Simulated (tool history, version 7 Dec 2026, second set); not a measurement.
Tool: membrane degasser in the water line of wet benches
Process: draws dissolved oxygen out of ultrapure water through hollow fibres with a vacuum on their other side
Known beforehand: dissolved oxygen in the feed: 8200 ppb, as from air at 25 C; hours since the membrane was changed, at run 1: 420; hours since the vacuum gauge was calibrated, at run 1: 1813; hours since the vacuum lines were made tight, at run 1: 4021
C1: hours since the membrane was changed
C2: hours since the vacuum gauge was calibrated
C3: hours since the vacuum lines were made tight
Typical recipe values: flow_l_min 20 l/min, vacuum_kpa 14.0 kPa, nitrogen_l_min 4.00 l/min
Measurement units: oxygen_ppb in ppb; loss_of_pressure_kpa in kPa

{"run": 1, "hour": 0.0, "flow_l_min": 20, "vacuum_kpa": 14.0, "nitrogen_l_min": 4.0, "C1": 420, "C2": 1813, "C3": 4021, "oxygen_ppb": 205.8, "loss_of_pressure_kpa": 40.01}
{"run": 2, "hour": 44.9, "flow_l_min": 20, "vacuum_kpa": 14.0, "nitrogen_l_min": 4.0, "C1": 465, "C2": 1858, "C3": 4066, "oxygen_ppb": 206.0, "loss_of_pressure_kpa": 39.89}
{"run": 3, "hour": 84.5, "flow_l_min": 20, "vacuum_kpa": 14.0, "nitrogen_l_min": 4.0, "C1": 505, "C2": 1898, "C3": 4105, "oxygen_ppb": 208.8, "loss_of_pressure_kpa": 40.03}
{"run": 4, "hour": 125.9, "flow_l_min": 27, "vacuum_kpa": 14.0, "nitrogen_l_min": 4.0, "C1": 546, "C2": 1939, "C3": 4147, "oxygen_ppb": 327.8, "loss_of_pressure_kpa": 54.1}
{"run": 5, "hour": 200.6, "flow_l_min": 27, "vacuum_kpa": 23.3, "nitrogen_l_min": 4.0, "C1": 621, "C2": 2014, "C3": 4222, "oxygen_ppb": 472.5, "loss_of_pressure_kpa": 53.99}
{"run": 6, "hour": 280.7, "flow_l_min": 27, "vacuum_kpa": 23.3, "nitrogen_l_min": 4.0, "C1": 701, "C2": 2094, "C3": 4302, "oxygen_ppb": 462.6, "loss_of_pressure_kpa": 54.2}
{"run": 7, "hour": 322.2, "flow_l_min": 27, "vacuum_kpa": 23.3, "nitrogen_l_min": 4.0, "C1": 742, "C2": 2136, "C3": 4343, "oxygen_ppb": 466.6, "loss_of_pressure_kpa": 53.58}
{"run": 8, "hour": 403.0, "flow_l_min": 27, "vacuum_kpa": 23.3, "nitrogen_l_min": 4.0, "C1": 823, "C2": 2216, "C3": 4424, "oxygen_ppb": 475.4, "loss_of_pressure_kpa": 53.39}
{"hour": 412.0, "done": "vacuum gauge calibrated"}
{"run": 9, "hour": 459.0, "flow_l_min": 21, "vacuum_kpa": 16.7, "nitrogen_l_min": 2.67, "C1": 879, "C2": 47, "C3": 4479, "oxygen_ppb": 332.0, "loss_of_pressure_kpa": 42.29}
{"run": 10, "hour": 501.7, "flow_l_min": 20, "vacuum_kpa": 11.7, "nitrogen_l_min": 2.94, "C1": 921, "C2": 90, "C3": 4522, "oxygen_ppb": 217.3, "loss_of_pressure_kpa": 40.02}
{"run": 11, "hour": 567.1, "flow_l_min": 20, "vacuum_kpa": 24.1, "nitrogen_l_min": 8.38, "C1": 987, "C2": 155, "C3": 4588, "oxygen_ppb": 194.8, "loss_of_pressure_kpa": 39.91}
{"run": 12, "hour": 631.2, "flow_l_min": 26, "vacuum_kpa": 32.7, "nitrogen_l_min": 4.46, "C1": 1051, "C2": 219, "C3": 4652, "oxygen_ppb": 530.7, "loss_of_pressure_kpa": 51.69}
{"run": 13, "hour": 689.0, "flow_l_min": 12, "vacuum_kpa": 14.0, "nitrogen_l_min": 2.84, "C1": 1109, "C2": 277, "C3": 4709, "oxygen_ppb": 129.2, "loss_of_pressure_kpa": 24.25}
{"run": 14, "hour": 774.4, "flow_l_min": 13, "vacuum_kpa": 15.1, "nitrogen_l_min": 3.49, "C1": 1194, "C2": 362, "C3": 4795, "oxygen_ppb": 132.5, "loss_of_pressure_kpa": 25.85}
{"run": 15, "hour": 856.8, "flow_l_min": 13, "vacuum_kpa": 15.1, "nitrogen_l_min": 3.49, "C1": 1276, "C2": 445, "C3": 4877, "oxygen_ppb": 130.7, "loss_of_pressure_kpa": 26.06}
{"hour": 871.8, "done": "vacuum gauge calibrated, once more"}
{"run": 16, "hour": 930.8, "flow_l_min": 14, "vacuum_kpa": 10.1, "nitrogen_l_min": 9.95, "C1": 1350, "C2": 59, "C3": 4951, "oxygen_ppb": 49.9, "loss_of_pressure_kpa": 28.18}

For each run, the measured value with the value that run would have given without the tool's hidden condition subtracted. The run-to-run variation is shared by both, the gauge scatter possibly not:
The tool's hidden condition here consists of: membrane still open, %; true pressure behind the membrane over the reading, kPa; air that leaks in behind the membrane, l/min; drift of the gauge itself on oxygen_ppb, %; drift of the gauge itself on loss_of_pressure_kpa, %.
run=1 oxygen_ppb=+2.3 loss_of_pressure_kpa=+0.08
run=2 oxygen_ppb=+2.4 loss_of_pressure_kpa=+0.09
run=3 oxygen_ppb=+2.6 loss_of_pressure_kpa=+0.09
run=4 oxygen_ppb=+3.5 loss_of_pressure_kpa=+0.14
run=5 oxygen_ppb=+4.4 loss_of_pressure_kpa=+0.16
run=6 oxygen_ppb=+4.6 loss_of_pressure_kpa=+0.18
run=7 oxygen_ppb=+4.8 loss_of_pressure_kpa=+0.19
run=8 oxygen_ppb=+5.2 loss_of_pressure_kpa=+0.21
run=9 oxygen_ppb=+5.8 loss_of_pressure_kpa=+0.18
run=10 oxygen_ppb=+5.0 loss_of_pressure_kpa=+0.17
run=11 oxygen_ppb=+3.4 loss_of_pressure_kpa=+0.19
run=12 oxygen_ppb=+6.8 loss_of_pressure_kpa=+0.26
run=13 oxygen_ppb=+3.5 loss_of_pressure_kpa=+0.13
run=14 oxygen_ppb=+3.5 loss_of_pressure_kpa=+0.15
run=15 oxygen_ppb=+3.6 loss_of_pressure_kpa=+0.16
run=16 oxygen_ppb=+1.2 loss_of_pressure_kpa=+0.19
